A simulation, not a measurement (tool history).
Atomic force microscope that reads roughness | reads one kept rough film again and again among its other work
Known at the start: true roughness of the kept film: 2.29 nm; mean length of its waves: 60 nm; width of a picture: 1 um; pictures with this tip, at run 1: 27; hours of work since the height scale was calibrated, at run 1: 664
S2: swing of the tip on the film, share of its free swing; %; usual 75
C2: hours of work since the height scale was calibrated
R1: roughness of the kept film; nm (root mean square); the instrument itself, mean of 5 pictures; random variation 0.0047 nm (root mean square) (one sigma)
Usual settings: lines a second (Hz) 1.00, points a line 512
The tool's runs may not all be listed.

{"run": 1, "hour": 0.0, "lines a second (Hz)": 1.0, "S2": 75, "points a line": 512, "pictures with this tip": 27, "C2": 664, "R1": 2.083}
{"run": 2, "hour": 14.4, "lines a second (Hz)": 1.0, "S2": 75, "points a line": 512, "pictures with this tip": 54, "C2": 674, "R1": 2.077}
{"run": 3, "hour": 30.1, "lines a second (Hz)": 1.0, "S2": 75, "points a line": 572, "pictures with this tip": 83, "C2": 684, "R1": 2.064}
{"run": 4, "hour": 41.6, "lines a second (Hz)": 1.0, "S2": 75, "points a line": 572, "pictures with this tip": 104, "C2": 691, "R1": 2.067}
{"run": 5, "hour": 66.7, "lines a second (Hz)": 1.0, "S2": 75, "points a line": 512, "pictures with this tip": 151, "C2": 708, "R1": 2.055}
{"run": 6, "hour": 84.6, "lines a second (Hz)": 2.07, "S2": 75, "points a line": 512, "pictures with this tip": 184, "C2": 720, "R1": 1.896}
{"hour": 91.5, "done": "new tip fitted"}
{"run": 7, "hour": 113.3, "lines a second (Hz)": 1.0, "S2": 75, "points a line": 271, "pictures with this tip": 41, "C2": 738, "R1": 2.078}
{"run": 8, "hour": 137.5, "lines a second (Hz)": 1.0, "S2": 74, "points a line": 512, "pictures with this tip": 85, "C2": 754, "R1": 2.081}
{"run": 9, "hour": 163.8, "lines a second (Hz)": 1.0, "S2": 74, "points a line": 512, "pictures with this tip": 134, "C2": 771, "R1": 2.066}
{"run": 10, "hour": 187.1, "lines a second (Hz)": 1.0, "S2": 74, "points a line": 512, "pictures with this tip": 177, "C2": 787, "R1": 2.048}
{"hour": 196.8, "done": "new tip fitted"}
{"run": 11, "hour": 199.8, "lines a second (Hz)": 1.0, "S2": 74, "points a line": 512, "pictures with this tip": 6, "C2": 795, "R1": 2.098}
{"run": 12, "hour": 217.5, "lines a second (Hz)": 1.0, "S2": 74, "points a line": 512, "pictures with this tip": 39, "C2": 806, "R1": 2.078}
{"run": 13, "hour": 239.3, "lines a second (Hz)": 1.0, "S2": 74, "points a line": 512, "pictures with this tip": 79, "C2": 821, "R1": 2.075}
{"run": 14, "hour": 259.5, "lines a second (Hz)": 1.0, "S2": 75, "points a line": 782, "pictures with this tip": 117, "C2": 834, "R1": 2.061}
{"run": 15, "hour": 274.4, "lines a second (Hz)": 1.0, "S2": 75, "points a line": 782, "pictures with this tip": 145, "C2": 844, "R1": 2.044}
{"run": 16, "hour": 291.2, "lines a second (Hz)": 1.0, "S2": 75, "points a line": 695, "pictures with this tip": 176, "C2": 855, "R1": 2.036}
{"hour": 301.8, "done": "new tip fitted"}
{"run": 17, "hour": 313.2, "lines a second (Hz)": 1.0, "S2": 75, "points a line": 512, "pictures with this tip": 21, "C2": 869, "R1": 2.082}
{"run": 18, "hour": 329.7, "lines a second (Hz)": 1.0, "S2": 75, "points a line": 512, "pictures with this tip": 52, "C2": 880, "R1": 2.069}
{"run": 19, "hour": 350.2, "lines a second (Hz)": 1.0, "S2": 75, "points a line": 512, "pictures with this tip": 90, "C2": 893, "R1": 2.059}
{"run": 20, "hour": 372.8, "lines a second (Hz)": 1.0, "S2": 75, "points a line": 512, "pictures with this tip": 132, "C2": 908, "R1": 2.05}
{"run": 21, "hour": 400.2, "lines a second (Hz)": 1.0, "S2": 75, "points a line": 843, "pictures with this tip": 183, "C2": 926, "R1": 2.032}
{"hour": 406.8, "done": "new tip fitted"}
{"run": 22, "hour": 413.8, "lines a second (Hz)": 1.0, "S2": 75, "points a line": 843, "pictures with this tip": 13, "C2": 935, "R1": 2.088}
{"run": 23, "hour": 431.2, "lines a second (Hz)": 1.0, "S2": 75, "points a line": 843, "pictures with this tip": 45, "C2": 946, "R1": 2.063}
{"run": 24, "hour": 446.1, "lines a second (Hz)": 1.0, "S2": 75, "points a line": 843, "pictures with this tip": 73, "C2": 956, "R1": 2.067}
{"run": 25, "hour": 474.6, "lines a second (Hz)": 3.11, "S2": 75, "points a line": 512, "pictures with this tip": 126, "C2": 975, "R1": 1.796}
{"run": 26, "hour": 494.4, "lines a second (Hz)": 2.76, "S2": 86, "points a line": 512, "pictures with this tip": 163, "C2": 988, "R1": 1.636}
{"run": 27, "hour": 507.0, "lines a second (Hz)": 2.42, "S2": 81, "points a line": 270, "pictures with this tip": 186, "C2": 996, "R1": 1.756}
{"hour": 512.2, "done": "new tip fitted"}
{"run": 28, "hour": 523.2, "lines a second (Hz)": 0.89, "S2": 81, "points a line": 270, "pictures with this tip": 20, "C2": 1006, "R1": 2.053}
{"run": 29, "hour": 547.2, "lines a second (Hz)": 1.67, "S2": 60, "points a line": 863, "pictures with this tip": 65, "C2": 1022, "R1": 2.11}
{"run": 30, "hour": 561.8, "lines a second (Hz)": 1.0, "S2": 76, "points a line": 512, "pictures with this tip": 92, "C2": 1032, "R1": 2.048}
{"run": 31, "hour": 579.9, "lines a second (Hz)": 1.0, "S2": 56, "points a line": 512, "pictures with this tip": 125, "C2": 1044, "R1": 2.154}
{"run": 32, "hour": 596.4, "lines a second (Hz)": 0.53, "S2": 60, "points a line": 432, "pictures with this tip": 156, "C2": 1054, "R1": 2.157}
{"hour": 600.0, "done": "height scale calibrated on a step standard"}
{"hour": 618.6, "done": "new tip fitted"}
{"run": 33, "hour": 624.7, "lines a second (Hz)": 0.53, "S2": 60, "points a line": 432, "pictures with this tip": 12, "C2": 16, "R1": 2.179}
{"run": 34, "hour": 650.2, "lines a second (Hz)": 0.64, "S2": 87, "points a line": 706, "pictures with this tip": 59, "C2": 33, "R1": 2.024}
{"run": 35, "hour": 662.8, "lines a second (Hz)": 2.42, "S2": 75, "points a line": 521, "pictures with this tip": 82, "C2": 41, "R1": 1.864}
{"run": 36, "hour": 688.2, "lines a second (Hz)": 0.96, "S2": 57, "points a line": 635, "pictures with this tip": 129, "C2": 58, "R1": 2.141}
{"run": 37, "hour": 701.7, "lines a second (Hz)": 0.96, "S2": 57, "points a line": 635, "pictures with this tip": 155, "C2": 66, "R1": 2.127}
{"run": 38, "hour": 722.7, "lines a second (Hz)": 0.96, "S2": 70, "points a line": 499, "pictures with this tip": 193, "C2": 80, "R1": 2.044}
{"hour": 726.2, "done": "height scale calibrated on a step standard, once more"}
{"hour": 726.7, "done": "new tip fitted"}
{"run": 39, "hour": 747.8, "lines a second (Hz)": 1.27, "S2": 58, "points a line": 333, "pictures with this tip": 39, "C2": 14, "R1": 2.179}
{"run": 40, "hour": 765.1, "lines a second (Hz)": 2.81, "S2": 62, "points a line": 954, "pictures with this tip": 71, "C2": 25, "R1": 2.051}
{"run": 41, "hour": 781.5, "lines a second (Hz)": 2.93, "S2": 85, "points a line": 992, "pictures with this tip": 102, "C2": 36, "R1": 1.656}
{"run": 42, "hour": 798.4, "lines a second (Hz)": 2.93, "S2": 85, "points a line": 992, "pictures with this tip": 133, "C2": 47, "R1": 1.652}
{"run": 43, "hour": 816.3, "lines a second (Hz)": 2.93, "S2": 56, "points a line": 992, "pictures with this tip": 166, "C2": 59, "R1": 2.068}
{"hour": 833.1, "done": "new tip fitted"}
{"run": 44, "hour": 833.1, "lines a second (Hz)": 2.93, "S2": 56, "points a line": 992, "pictures with this tip": 0, "C2": 70, "R1": 2.125}
{"run": 45, "hour": 855.5, "lines a second (Hz)": 1.27, "S2": 57, "points a line": 353, "pictures with this tip": 41, "C2": 84, "R1": 2.171}
{"run": 46, "hour": 872.0, "lines a second (Hz)": 1.03, "S2": 75, "points a line": 778, "pictures with this tip": 72, "C2": 95, "R1": 2.085}
{"run": 47, "hour": 888.2, "lines a second (Hz)": 0.79, "S2": 68, "points a line": 409, "pictures with this tip": 102, "C2": 106, "R1": 2.14}
{"run": 48, "hour": 914.6, "lines a second (Hz)": 3.47, "S2": 75, "points a line": 940, "pictures with this tip": 151, "C2": 123, "R1": 1.772}
{"run": 49, "hour": 927.3, "lines a second (Hz)": 0.64, "S2": 59, "points a line": 512, "pictures with this tip": 174, "C2": 131, "R1": 2.162}

Some steps in R1 between neighbouring runs. How much of each would the tool show without its hidden state too (settings, what came in, random variation), and how much is left for the hidden state, with any gauge scatter that isn't in both results?
The hidden state here: radius of the tip, nm; height scale over the true one, %; drift of the gauge itself on roughness_nm, %.
Run 10 -> 11: new tip fitted. R1 +0.050 nm (root mean square): hidden state +0.043, all else +0.007.
Run 21 -> 22: new tip fitted. R1 +0.056 nm (root mean square): hidden state +0.044, all else +0.012.
Run 38 -> 39: lines a second (Hz) 0.96 -> 1.27, S2 70 -> 58, points a line 499 -> 333, height scale calibrated on a step standard, once more, new tip fitted. R1 +0.135 nm (root mean square): hidden state +0.080, all else +0.055.
Run 40 -> 41: lines a second (Hz) 2.81 -> 2.93, S2 62 -> 85, points a line 954 -> 992. R1 -0.395 nm (root mean square): hidden state -0.002, all else -0.393.
Run 42 -> 43: S2 85 -> 56. R1 +0.416 nm (root mean square): hidden state -0.017, all else +0.433.
Run 48 -> 49: lines a second (Hz) 3.47 -> 0.64, S2 75 -> 59, points a line 940 -> 512. R1 +0.390 nm (root mean square): hidden state -0.017, all else +0.407.
